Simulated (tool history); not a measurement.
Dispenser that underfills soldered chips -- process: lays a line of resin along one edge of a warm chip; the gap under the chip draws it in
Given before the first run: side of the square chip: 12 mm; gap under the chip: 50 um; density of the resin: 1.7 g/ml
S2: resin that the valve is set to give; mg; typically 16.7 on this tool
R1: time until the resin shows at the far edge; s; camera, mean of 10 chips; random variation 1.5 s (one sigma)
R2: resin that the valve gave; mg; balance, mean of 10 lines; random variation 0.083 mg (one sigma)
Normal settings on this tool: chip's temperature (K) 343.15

{"run": 1, "hour": 0.0, "chip's temperature (K)": 343.15, "S2": 16.7, "R1": 184.1, "R2": 16.61}
{"run": 2, "hour": 5.2, "chip's temperature (K)": 343.15, "S2": 16.7, "R1": 242.2, "R2": 16.74}
{"run": 3, "hour": 8.4, "chip's temperature (K)": 343.15, "S2": 16.7, "R1": 283.1, "R2": 16.59}
{"hour": 10.1, "done": "new syringe of resin"}
{"run": 4, "hour": 16.4, "chip's temperature (K)": 353.15, "S2": 16.7, "R1": 137.6, "R2": 16.43}
{"run": 5, "hour": 22.9, "chip's temperature (K)": 353.15, "S2": 16.7, "R1": 190.2, "R2": 16.42}
{"hour": 23.8, "done": "new syringe of resin"}
{"run": 6, "hour": 27.1, "chip's temperature (K)": 353.15, "S2": 16.7, "R1": 112.1, "R2": 16.27}
{"run": 7, "hour": 31.7, "chip's temperature (K)": 343.15, "S2": 16.7, "R1": 221.1, "R2": 16.44}
{"run": 8, "hour": 35.3, "chip's temperature (K)": 343.15, "S2": 16.7, "R1": 269.7, "R2": 16.19}
{"hour": 37.4, "done": "new syringe of resin"}
{"run": 9, "hour": 41.1, "chip's temperature (K)": 343.15, "S2": 16.7, "R1": 175.6, "R2": 16.17}
{"run": 10, "hour": 45.2, "chip's temperature (K)": 343.15, "S2": 16.7, "R1": 220.4, "R2": 16.07}
{"run": 11, "hour": 50.5, "chip's temperature (K)": 333.15, "S2": 16.7, "R1": 448.3, "R2": 16.15}
{"hour": 51.4, "done": "new syringe of resin"}
{"run": 12, "hour": 56.0, "chip's temperature (K)": 333.15, "S2": 16.7, "R1": 285.9, "R2": 16.06}
{"run": 13, "hour": 60.9, "chip's temperature (K)": 351.15, "S2": 15.4, "R1": 174.5, "R2": 14.77}
{"hour": 65.5, "done": "new syringe of resin"}
{"run": 14, "hour": 67.0, "chip's temperature (K)": 343.15, "S2": 15.5, "R1": 159.0, "R2": 14.75}

Predict the results of run 15:
{"run": 15, "hour": 74.4, "chip's temperature (K)": 343.15, "S2": 15.5, "R1": "?", "R2": "?"}

R1: 233.0 s
R2: 14.65 mg
Without the tool's hidden state the same run would have given R1 149.5 s, R2 15.44 mg.
